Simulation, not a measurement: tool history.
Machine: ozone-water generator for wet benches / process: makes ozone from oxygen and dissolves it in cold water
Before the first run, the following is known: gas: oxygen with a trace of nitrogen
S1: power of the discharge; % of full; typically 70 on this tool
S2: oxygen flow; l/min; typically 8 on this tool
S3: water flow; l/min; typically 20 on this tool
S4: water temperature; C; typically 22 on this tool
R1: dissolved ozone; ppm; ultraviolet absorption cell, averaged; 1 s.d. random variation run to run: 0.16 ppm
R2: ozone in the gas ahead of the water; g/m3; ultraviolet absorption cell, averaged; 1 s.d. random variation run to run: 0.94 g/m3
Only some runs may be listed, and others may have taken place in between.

run	hour	S1	S2	S3	S4	R1	R2
1	0	70	8	20	22	18.6	153.6
2	120.9	70	8	20	22	18.4	153.4
3	191	70	8	20	22	18.6	153.6
# hour 253.1: contactor cleaned
4	313.6	70	4.01	20	22	18.9	208
5	423.9	70	4.01	20	22	18.7	208.9
6	538.3	70	4.01	20	22	18.8	207.9
7	652.3	70	4.01	20	22	18.5	206.8
8	742.2	70	4.01	20	22	18.8	208.1
9	807	70	5.32	20	22	19.3	182.1
10	878.2	70	8	20	24	18.7	154.2
11	978.4	70	8	20	24	18.4	152.7
12	1081.2	42	5.87	21	22	14.5	134.8
13	1179.1	42	5.87	21	22	14.4	134.2
14	1262.8	81	9.35	21	22	20.2	152
15	1358.8	40	8.99	21	25	13.3	111.1
16	1439.3	40	8.99	21	25	13.3	109.6
17	1544.4	59	8	20	27	16.1	138.6
18	1610.9	48	11.87	17	27	15	105.8
19	1671.3	89	4.38	15	15	28.4	221.1
# hour 1716.1: water thermometer calibrated
20	1733.3	49	5.75	26	19	14	148

Forecast each of these 5 alternatives for the next run:
A	1798.9	70	9.75	18	22	?	?
B	1798.9	49	8.26	26	20	?	?
C	1798.9	77	4.08	20	15	?	?
D	1798.9	48	5.75	31	25	?	?
E	1798.9	49	5.75	23	19	?	?

run	R1	R2
A	20.1	138.5
B	14	126.2
C	21.3	212.8
D	10.8	146
E	15	147.4
With the hidden condition removed and each run's random variation left untouched, the same runs would have given:
run	R1	R2
A	21.4	146.2
B	14.7	131.8
C	22.7	225.1
D	11.4	152.5
E	15.8	154.1

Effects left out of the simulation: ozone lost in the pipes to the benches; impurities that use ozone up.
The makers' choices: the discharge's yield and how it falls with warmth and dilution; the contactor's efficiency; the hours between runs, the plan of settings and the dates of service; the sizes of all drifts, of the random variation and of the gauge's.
